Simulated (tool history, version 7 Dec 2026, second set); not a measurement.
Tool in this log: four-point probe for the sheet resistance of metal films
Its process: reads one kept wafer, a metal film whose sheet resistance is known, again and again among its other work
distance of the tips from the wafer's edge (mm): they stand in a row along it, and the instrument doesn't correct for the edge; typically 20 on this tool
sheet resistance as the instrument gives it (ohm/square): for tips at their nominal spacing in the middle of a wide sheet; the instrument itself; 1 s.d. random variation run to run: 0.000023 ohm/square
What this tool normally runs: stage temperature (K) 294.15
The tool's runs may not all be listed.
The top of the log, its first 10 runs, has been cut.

run     day  stage temperature (K)  distance of the tips from the wafer's edge (mm)  sheet resistance as the instrument gives it (ohm/square)
 11   6.675                 294.15                                               20                                                  0.114586
 12   7.375                 294.15                                               20                                                  0.114541
 13   7.958                 294.15                                               20                                                  0.114558
 14   8.417                 294.15                                               20                                                  0.114578
 15   9.129                 294.15                                               20                                                  0.114558
 16  10.025                 304.15                                                4                                                  0.114585
 17  10.958                 294.15                                               34                                                  0.114563
 18  11.567                 306.15                                               46                                                  0.113525
 19  12.433                 293.15                                               15                                                  0.114666
 20  13.042                 296.15                                               13                                                  0.114444
 21  13.592                 306.15                                               55                                                  0.113524
 22  14.342                 306.15                                               55                                                  0.113464

Run 23 comes next. What will it give?
 23  15.038                 297.15                                               14                                                         ?

Run 23 measured sheet resistance as the instrument gives it (ohm/square) 0.114342.
With the hidden condition absent and the run-to-run variation left alone, this run would have shown sheet resistance as the instrument gives it (ohm/square) 0.114705.
